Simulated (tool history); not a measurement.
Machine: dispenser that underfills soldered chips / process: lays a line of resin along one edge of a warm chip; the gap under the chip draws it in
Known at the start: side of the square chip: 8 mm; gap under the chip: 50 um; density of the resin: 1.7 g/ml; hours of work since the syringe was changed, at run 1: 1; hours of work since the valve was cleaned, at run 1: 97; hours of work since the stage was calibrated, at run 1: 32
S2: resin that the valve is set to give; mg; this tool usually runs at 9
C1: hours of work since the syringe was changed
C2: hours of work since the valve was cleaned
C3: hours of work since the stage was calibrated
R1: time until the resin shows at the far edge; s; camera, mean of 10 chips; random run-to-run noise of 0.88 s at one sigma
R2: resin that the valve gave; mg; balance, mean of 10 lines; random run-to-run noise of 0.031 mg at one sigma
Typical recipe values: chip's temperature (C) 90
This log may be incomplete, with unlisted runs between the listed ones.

run 1 day=0 | chip's_temperature_(C)=90 S2=9 | C1=1 C2=97 C3=32 | R1=85.8 R2=8.47
run 2 day=0.267 | chip's_temperature_(C)=90 S2=9 | C1=6 C2=102 C3=36 | R1=112.5 R2=8.42
-- day=0.292 new syringe of resin
run 3 day=0.433 | chip's_temperature_(C)=90 S2=9 | C1=2 C2=104 C3=39 | R1=92.2 R2=8.38
run 4 day=0.562 | chip's_temperature_(C)=90 S2=9 | C1=4 C2=106 C3=41 | R1=101.9 R2=8.41
-- day=0.662 new syringe of resin
run 5 day=0.846 | chip's_temperature_(C)=90 S2=9 | C1=3 C2=111 C3=45 | R1=93.2 R2=8.39
-- day=1.038 new syringe of resin
run 6 day=1.042 | chip's_temperature_(C)=100 S2=9 | C1=0 C2=114 C3=48 | R1=56.9 R2=8.35
run 7 day=1.217 | chip's_temperature_(C)=100 S2=9 | C1=3 C2=117 C3=51 | R1=65.7 R2=8.37
-- day=1.325 dispensing valve cleaned and set on the balance
-- day=1.45 new syringe of resin
run 8 day=1.492 | chip's_temperature_(C)=100 S2=9 | C1=1 C2=3 C3=55 | R1=57.8 R2=8.93
run 9 day=1.617 | chip's_temperature_(C)=100 S2=9 | C1=3 C2=5 C3=57 | R1=64.9 R2=8.9
run 10 day=1.738 | chip's_temperature_(C)=90 S2=9 | C1=5 C2=7 C3=59 | R1=104.8 R2=8.89
-- day=1.817 new syringe of resin
run 11 day=1.95 | chip's_temperature_(C)=90 S2=9 | C1=2 C2=10 C3=62 | R1=91 R2=8.9
run 12 day=2.1 | chip's_temperature_(C)=90 S2=9 | C1=5 C2=12 C3=64 | R1=104.6 R2=8.91
-- day=2.192 new syringe of resin
run 13 day=2.4 | chip's_temperature_(C)=91 S2=9 | C1=3 C2=17 C3=69 | R1=94.4 R2=8.88
-- day=2.558 new syringe of resin
run 14 day=2.646 | chip's_temperature_(C)=91 S2=9 | C1=1 C2=21 C3=73 | R1=85.7 R2=8.89
run 15 day=2.892 | chip's_temperature_(C)=80 S2=9 | C1=5 C2=25 C3=77 | R1=162.7 R2=8.82
-- day=2.942 new syringe of resin
run 16 day=3.05 | chip's_temperature_(C)=79 S2=9 | C1=2 C2=27 C3=79 | R1=137.9 R2=8.83
run 17 day=3.246 | chip's_temperature_(C)=79 S2=9 | C1=5 C2=30 C3=82 | R1=163.8 R2=8.75
-- day=3.312 new syringe of resin
run 18 day=3.396 | chip's_temperature_(C)=90 S2=9 | C1=1 C2=33 C3=85 | R1=88.5 R2=8.79
run 19 day=3.596 | chip's_temperature_(C)=89 S2=9 | C1=5 C2=36 C3=88 | R1=110.3 R2=8.75
-- day=3.675 new syringe of resin
run 20 day=3.783 | chip's_temperature_(C)=89 S2=9 | C1=2 C2=39 C3=91 | R1=92.9 R2=8.73
-- day=4.046 new syringe of resin
run 21 day=4.088 | chip's_temperature_(C)=89 S2=9 | C1=1 C2=43 C3=96 | R1=86.8 R2=8.76
run 22 day=4.217 | chip's_temperature_(C)=104 S2=11.38 | C1=3 C2=45 C3=98 | R1=56.6 R2=11
run 23 day=4.367 | chip's_temperature_(C)=82 S2=7.87 | C1=5 C2=48 C3=100 | R1=152.3 R2=7.65
-- day=4.429 new syringe of resin
run 24 day=4.612 | chip's_temperature_(C)=82 S2=7.87 | C1=3 C2=52 C3=104 | R1=132.5 R2=7.59
-- day=4.792 new syringe of resin
run 25 day=4.792 | chip's_temperature_(C)=82 S2=7.87 | C1=0 C2=54 C3=107 | R1=110.4 R2=7.57
run 26 day=5.071 | chip's_temperature_(C)=83 S2=9.62 | C1=5 C2=59 C3=111 | R1=133 R2=9.22
-- day=5.167 new syringe of resin
run 27 day=5.367 | chip's_temperature_(C)=83 S2=9.62 | C1=3 C2=64 C3=116 | R1=124 R2=9.27
run 28 day=5.504 | chip's_temperature_(C)=75 S2=9.82 | C1=5 C2=66 C3=118 | R1=191.8 R2=9.43

Predict the results of run 29:
-- day=5.533 new syringe of resin
run 29 day=5.746 | chip's_temperature_(C)=75 S2=9.82 | C1=3 C2=70 C3=122 | R1=? R2=?

For run 29 the tool returned R1 176.2 s, R2 9.35 mg.
If the tool had no hidden condition, the same run with the same run-to-run variation would have returned R1 147.3 s, R2 9.82 mg.
